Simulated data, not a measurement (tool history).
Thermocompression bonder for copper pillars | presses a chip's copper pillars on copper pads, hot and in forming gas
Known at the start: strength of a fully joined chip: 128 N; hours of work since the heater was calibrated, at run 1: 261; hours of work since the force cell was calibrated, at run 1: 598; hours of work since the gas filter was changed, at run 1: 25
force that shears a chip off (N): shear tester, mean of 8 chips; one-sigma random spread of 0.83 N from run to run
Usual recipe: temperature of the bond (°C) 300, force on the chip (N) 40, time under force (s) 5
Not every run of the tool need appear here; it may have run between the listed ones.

run,hour,temperature of the bond (°C),force on the chip (N),time under force (s),hours of work since the heater was calibrated,hours of work since the force cell was calibrated,hours of work since the gas filter was changed,force that shears a chip off (N)
1,0,300,40,5,261,598,25,65.1
2,11.4,300,40,3,268,605,32,56.9
3,18.2,300,40,3,272,609,36,54.3
4,25.2,300,40,5,277,613,40,66.4
5,31,300,40,5,280,617,44,67.1
6,36.7,300,40,5,284,620,47,65.3
7,45.5,300,40,5,289,626,53,65.2
8,54.7,300,40,5,295,631,58,66.2
9,65.2,300,40,5,301,638,65,65.9
10,73.3,300,40,5,306,643,70,65.4
11,84,300,40,5,313,649,76,64
12,95,300,40,5,319,656,83,66.6
13,101.5,300,40,8,323,660,87,75.4
14,113.8,300,40,8,331,668,95,77.2
15,123.7,300,40,8,337,674,101,77.2
16,130.3,300,53,5,341,678,105,84.7
17,142.1,315,40,5,348,685,112,79.5
18,154.2,315,40,5,356,692,119,79.7
19,164.7,315,40,5,362,699,126,79.7
20,173.9,278,40,11,368,705,131,65.1
21,183.5,287,40,11,374,710,137,72.3
22,189.8,310,57,10,378,714,141,110.1
# hour 195: forming gas filter changed
23,200.1,300,32,5,384,720,3,52.3
24,206,300,32,5,387,724,7,52.3
25,216,300,49,5,393,730,13,79.5
26,223.9,284,53,5,398,735,18,71.1
27,231.1,272,31,5,403,739,22,34
28,237.7,296,40,7,407,743,26,70.4
29,243.6,286,28,8,410,747,30,44.3
30,251.9,300,48,5,415,752,35,77.3
31,260.2,312,38,8,420,757,40,83.6
32,270.4,315,40,10,427,763,46,94.4
33,280.8,315,40,10,433,770,53,96.1
34,291.5,315,40,10,440,776,59,93.6
35,297.8,277,48,14,443,780,63,81.9
36,308.9,291,30,3,450,787,70,34
37,316.8,291,30,3,455,792,75,35.6

Hidden condition of the tool, last listed run before each entry between runs versus first listed run after:
Run 22 -> run 23: forming gas filter changed (hour 195)
  oxide that the forming gas leaves, % of the face: 0.74 -> 0.51
